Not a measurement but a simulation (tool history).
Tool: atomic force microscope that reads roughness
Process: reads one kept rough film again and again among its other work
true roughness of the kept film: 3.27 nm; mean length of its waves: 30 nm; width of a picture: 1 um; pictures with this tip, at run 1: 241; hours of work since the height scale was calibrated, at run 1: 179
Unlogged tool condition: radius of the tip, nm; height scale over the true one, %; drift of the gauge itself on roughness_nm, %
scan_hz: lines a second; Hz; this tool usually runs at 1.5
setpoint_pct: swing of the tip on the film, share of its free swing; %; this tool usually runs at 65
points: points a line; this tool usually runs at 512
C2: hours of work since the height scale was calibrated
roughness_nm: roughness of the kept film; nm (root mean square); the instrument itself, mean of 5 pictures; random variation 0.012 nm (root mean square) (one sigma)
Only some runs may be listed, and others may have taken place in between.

{"run": 1, "hour": 0.0, "scan_hz": 1.5, "setpoint_pct": 65, "points": 512, "pictures with this tip": 241, "C2": 179, "roughness_nm": 2.349}
{"run": 2, "hour": 49.6, "scan_hz": 1.5, "setpoint_pct": 65, "points": 512, "pictures with this tip": 321, "C2": 211, "roughness_nm": 2.241}
{"run": 3, "hour": 87.2, "scan_hz": 1.5, "setpoint_pct": 65, "points": 512, "pictures with this tip": 381, "C2": 236, "roughness_nm": 2.168}
{"hour": 94.6, "done": "new tip fitted"}
{"run": 4, "hour": 138.4, "scan_hz": 1.5, "setpoint_pct": 65, "points": 512, "pictures with this tip": 70, "C2": 269, "roughness_nm": 2.613}
{"run": 5, "hour": 190.6, "scan_hz": 0.7, "setpoint_pct": 65, "points": 512, "pictures with this tip": 154, "C2": 304, "roughness_nm": 2.578}
{"run": 6, "hour": 235.8, "scan_hz": 1.5, "setpoint_pct": 65, "points": 512, "pictures with this tip": 227, "C2": 333, "roughness_nm": 2.388}
{"run": 7, "hour": 280.1, "scan_hz": 1.5, "setpoint_pct": 65, "points": 512, "pictures with this tip": 298, "C2": 362, "roughness_nm": 2.275}
{"run": 8, "hour": 324.4, "scan_hz": 1.5, "setpoint_pct": 65, "points": 449, "pictures with this tip": 369, "C2": 391, "roughness_nm": 2.172}
{"hour": 340.0, "done": "new tip fitted"}
{"run": 9, "hour": 357.8, "scan_hz": 1.5, "setpoint_pct": 61, "points": 512, "pictures with this tip": 28, "C2": 413, "roughness_nm": 2.739}
{"run": 10, "hour": 411.5, "scan_hz": 1.5, "setpoint_pct": 61, "points": 512, "pictures with this tip": 115, "C2": 448, "roughness_nm": 2.59}
{"run": 11, "hour": 441.7, "scan_hz": 1.5, "setpoint_pct": 61, "points": 512, "pictures with this tip": 163, "C2": 468, "roughness_nm": 2.504}
{"run": 12, "hour": 486.4, "scan_hz": 1.62, "setpoint_pct": 65, "points": 512, "pictures with this tip": 235, "C2": 497, "roughness_nm": 2.365}
{"run": 13, "hour": 529.0, "scan_hz": 1.62, "setpoint_pct": 65, "points": 512, "pictures with this tip": 304, "C2": 525, "roughness_nm": 2.274}
{"run": 14, "hour": 553.2, "scan_hz": 1.62, "setpoint_pct": 56, "points": 512, "pictures with this tip": 343, "C2": 541, "roughness_nm": 2.317}
{"hour": 585.2, "done": "new tip fitted"}
{"run": 15, "hour": 596.5, "scan_hz": 1.5, "setpoint_pct": 65, "points": 512, "pictures with this tip": 19, "C2": 569, "roughness_nm": 2.715}
{"run": 16, "hour": 626.7, "scan_hz": 1.5, "setpoint_pct": 65, "points": 512, "pictures with this tip": 67, "C2": 589, "roughness_nm": 2.618}
{"run": 17, "hour": 679.4, "scan_hz": 3.75, "setpoint_pct": 65, "points": 512, "pictures with this tip": 152, "C2": 624, "roughness_nm": 2.262}
{"run": 18, "hour": 721.7, "scan_hz": 3.75, "setpoint_pct": 65, "points": 512, "pictures with this tip": 220, "C2": 652, "roughness_nm": 2.179}
{"run": 19, "hour": 773.6, "scan_hz": 1.45, "setpoint_pct": 65, "points": 512, "pictures with this tip": 304, "C2": 686, "roughness_nm": 2.272}
{"run": 20, "hour": 825.2, "scan_hz": 1.45, "setpoint_pct": 65, "points": 512, "pictures with this tip": 387, "C2": 720, "roughness_nm": 2.162}
{"hour": 829.3, "done": "new tip fitted"}
{"run": 21, "hour": 867.3, "scan_hz": 1.5, "setpoint_pct": 65, "points": 512, "pictures with this tip": 62, "C2": 747, "roughness_nm": 2.617}
{"run": 22, "hour": 893.1, "scan_hz": 1.5, "setpoint_pct": 65, "points": 482, "pictures with this tip": 103, "C2": 764, "roughness_nm": 2.55}
{"run": 23, "hour": 935.5, "scan_hz": 1.5, "setpoint_pct": 87, "points": 415, "pictures with this tip": 171, "C2": 792, "roughness_nm": 2.139}
{"run": 24, "hour": 977.1, "scan_hz": 1.88, "setpoint_pct": 78, "points": 321, "pictures with this tip": 238, "C2": 819, "roughness_nm": 2.132}
{"run": 25, "hour": 1015.3, "scan_hz": 1.88, "setpoint_pct": 78, "points": 321, "pictures with this tip": 300, "C2": 844, "roughness_nm": 2.048}
{"run": 26, "hour": 1056.5, "scan_hz": 1.88, "setpoint_pct": 78, "points": 321, "pictures with this tip": 366, "C2": 871, "roughness_nm": 1.974}
{"hour": 1075.7, "done": "new tip fitted"}
{"run": 27, "hour": 1105.8, "scan_hz": 1.88, "setpoint_pct": 78, "points": 321, "pictures with this tip": 49, "C2": 903, "roughness_nm": 2.391}
{"hour": 1109.9, "done": "height scale calibrated on a step standard"}
{"run": 28, "hour": 1155.0, "scan_hz": 1.5, "setpoint_pct": 68, "points": 512, "pictures with this tip": 126, "C2": 30, "roughness_nm": 2.473}
{"run": 29, "hour": 1191.0, "scan_hz": 1.5, "setpoint_pct": 68, "points": 512, "pictures with this tip": 184, "C2": 53, "roughness_nm": 2.391}
{"run": 30, "hour": 1225.1, "scan_hz": 1.24, "setpoint_pct": 68, "points": 321, "pictures with this tip": 239, "C2": 76, "roughness_nm": 2.335}
{"run": 31, "hour": 1265.5, "scan_hz": 3.02, "setpoint_pct": 89, "points": 856, "pictures with this tip": 304, "C2": 102, "roughness_nm": 1.652}
{"run": 32, "hour": 1296.9, "scan_hz": 3.02, "setpoint_pct": 89, "points": 856, "pictures with this tip": 354, "C2": 123, "roughness_nm": 1.591}
{"hour": 1322.6, "done": "new tip fitted"}
{"run": 33, "hour": 1325.5, "scan_hz": 1.5, "setpoint_pct": 85, "points": 512, "pictures with this tip": 5, "C2": 141, "roughness_nm": 2.435}
{"run": 34, "hour": 1363.3, "scan_hz": 1.5, "setpoint_pct": 57, "points": 418, "pictures with this tip": 66, "C2": 166, "roughness_nm": 2.647}
{"hour": 1400.5, "done": "height scale calibrated on a step standard, once more"}
{"run": 35, "hour": 1414.2, "scan_hz": 1.11, "setpoint_pct": 84, "points": 364, "pictures with this tip": 146, "C2": 9, "roughness_nm": 2.341}
{"run": 36, "hour": 1441.2, "scan_hz": 1.5, "setpoint_pct": 65, "points": 464, "pictures with this tip": 189, "C2": 27, "roughness_nm": 2.466}
{"run": 37, "hour": 1479.6, "scan_hz": 1.53, "setpoint_pct": 65, "points": 575, "pictures with this tip": 251, "C2": 52, "roughness_nm": 2.342}
{"run": 38, "hour": 1529.5, "scan_hz": 1.53, "setpoint_pct": 65, "points": 575, "pictures with this tip": 331, "C2": 85, "roughness_nm": 2.241}
{"run": 39, "hour": 1563.6, "scan_hz": 0.67, "setpoint_pct": 61, "points": 992, "pictures with this tip": 386, "C2": 107, "roughness_nm": 2.269}
{"hour": 1567.8, "done": "new tip fitted"}
{"run": 40, "hour": 1601.7, "scan_hz": 1.5, "setpoint_pct": 75, "points": 862, "pictures with this tip": 55, "C2": 132, "roughness_nm": 2.524}
{"run": 41, "hour": 1645.5, "scan_hz": 1.5, "setpoint_pct": 75, "points": 862, "pictures with this tip": 125, "C2": 161, "roughness_nm": 2.43}
{"run": 42, "hour": 1676.3, "scan_hz": 1.5, "setpoint_pct": 79, "points": 661, "pictures with this tip": 175, "C2": 181, "roughness_nm": 2.279}
{"run": 43, "hour": 1714.2, "scan_hz": 2.09, "setpoint_pct": 76, "points": 483, "pictures with this tip": 236, "C2": 206, "roughness_nm": 2.132}

Each row is a separate what-if for the run after 43, all from the same tool condition, not one after another. Results?
{"run": "A", "hour": 1744.9, "scan_hz": 1.01, "setpoint_pct": 68, "points": 621, "pictures with this tip": 285, "C2": 226, "roughness_nm": "?"}
{"run": "B", "hour": 1744.9, "scan_hz": 0.69, "setpoint_pct": 65, "points": 577, "pictures with this tip": 285, "C2": 226, "roughness_nm": "?"}
{"run": "C", "hour": 1744.9, "scan_hz": 0.73, "setpoint_pct": 61, "points": 483, "pictures with this tip": 285, "C2": 226, "roughness_nm": "?"}

run=A roughness_nm=2.316
run=B roughness_nm=2.357
run=C roughness_nm=2.374
Stripped of hidden state, with their random variation kept, the same runs would have yielded:
run=A roughness_nm=2.815
run=B roughness_nm=2.863
run=C roughness_nm=2.886
